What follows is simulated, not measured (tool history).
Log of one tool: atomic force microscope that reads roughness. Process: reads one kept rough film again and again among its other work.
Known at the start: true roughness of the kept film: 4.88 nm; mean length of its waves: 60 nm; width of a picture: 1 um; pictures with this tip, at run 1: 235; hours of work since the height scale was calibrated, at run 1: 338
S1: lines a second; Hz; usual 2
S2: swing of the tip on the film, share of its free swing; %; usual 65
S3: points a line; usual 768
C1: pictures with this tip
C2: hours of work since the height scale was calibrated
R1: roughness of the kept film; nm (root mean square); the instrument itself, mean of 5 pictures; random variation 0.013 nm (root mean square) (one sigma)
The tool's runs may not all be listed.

| run | hour | S1 | S2 | S3 | C1 | C2 | R1 |
|---|---|---|---|---|---|---|---|
| 1 | 0 | 2 | 65 | 768 | 235 | 338 | 4.475 |
| 2 | 20.7 | 2 | 88 | 768 | 272 | 349 | 4.113 |
| 3 | 35.1 | 2 | 88 | 768 | 298 | 357 | 4.125 |
|  | 47.3 | new tip fitted |
| 4 | 60 | 0.71 | 65 | 768 | 22 | 370 | 4.623 |
| 5 | 84.7 | 0.71 | 65 | 768 | 67 | 384 | 4.637 |
| 6 | 95.3 | 0.71 | 65 | 768 | 86 | 389 | 4.652 |
| 7 | 118 | 0.71 | 65 | 768 | 127 | 402 | 4.617 |
| 8 | 134.9 | 0.71 | 65 | 768 | 158 | 411 | 4.636 |
| 9 | 158.4 | 1.95 | 65 | 768 | 200 | 424 | 4.514 |
| 10 | 170.8 | 1.95 | 65 | 768 | 222 | 430 | 4.531 |
| 11 | 181.5 | 2 | 65 | 768 | 242 | 436 | 4.508 |
| 12 | 196.4 | 2 | 65 | 768 | 269 | 444 | 4.508 |
| 13 | 211.5 | 2 | 65 | 768 | 296 | 453 | 4.512 |
|  | 225.4 | new tip fitted |
| 14 | 231.9 | 0.76 | 65 | 768 | 12 | 463 | 4.62 |
| 15 | 246.4 | 0.76 | 65 | 768 | 38 | 471 | 4.636 |
| 16 | 271.1 | 0.76 | 65 | 768 | 82 | 485 | 4.642 |
| 17 | 288.1 | 0.76 | 65 | 768 | 113 | 494 | 4.624 |
| 18 | 306.6 | 0.76 | 59 | 768 | 147 | 504 | 4.659 |
| 19 | 325.4 | 0.76 | 59 | 552 | 181 | 514 | 4.661 |
| 20 | 336.7 | 1.34 | 61 | 380 | 201 | 521 | 4.589 |
| 21 | 352.2 | 1.34 | 61 | 380 | 229 | 529 | 4.579 |
| 22 | 371.5 | 1.34 | 61 | 380 | 264 | 539 | 4.594 |
| 23 | 389.7 | 1.24 | 76 | 268 | 297 | 549 | 4.48 |
|  | 403.4 | new tip fitted |
| 24 | 416.1 | 1.22 | 71 | 809 | 23 | 563 | 4.532 |
| 25 | 433.1 | 2.79 | 71 | 911 | 54 | 573 | 4.322 |
| 26 | 453.8 | 1.05 | 60 | 305 | 91 | 584 | 4.618 |
| 27 | 470.4 | 1.67 | 65 | 768 | 121 | 593 | 4.544 |
| 28 | 494.6 | 1.45 | 65 | 335 | 165 | 606 | 4.564 |
| 29 | 505.9 | 1.45 | 65 | 335 | 185 | 612 | 4.559 |
| 30 | 527.1 | 1.29 | 77 | 414 | 224 | 624 | 4.432 |
| 31 | 537.7 | 1.85 | 76 | 642 | 243 | 630 | 4.389 |
| 32 | 553.1 | 0.5 | 82 | 594 | 271 | 638 | 4.601 |
| 33 | 563.7 | 0.5 | 82 | 594 | 290 | 644 | 4.594 |
| 34 | 579.8 | 0.63 | 59 | 684 | 319 | 652 | 4.633 |
|  | 581.6 | new tip fitted |
| 35 | 592.6 | 0.63 | 59 | 684 | 20 | 659 | 4.668 |
| 36 | 613.9 | 0.63 | 59 | 841 | 58 | 671 | 4.642 |

Forecast each of these 5 alternatives for the next run:
| A | 632 | 1.72 | 62 | 768 | 91 | 681 | ? |
| B | 632 | 2 | 61 | 768 | 91 | 681 | ? |
| C | 632 | 0.83 | 64 | 841 | 91 | 681 | ? |
| D | 632 | 1.48 | 59 | 841 | 91 | 681 | ? |
| E | 632 | 2 | 59 | 587 | 91 | 681 | ? |

| run | R1 |
|---|---|
| A | 4.572 |
| B | 4.561 |
| C | 4.66 |
| D | 4.616 |
| E | 4.558 |
Without the tool's hidden state the same runs would have given:
| run | R1 |
|---|---|
| A | 4.573 |
| B | 4.562 |
| C | 4.661 |
| D | 4.617 |
| E | 4.559 |
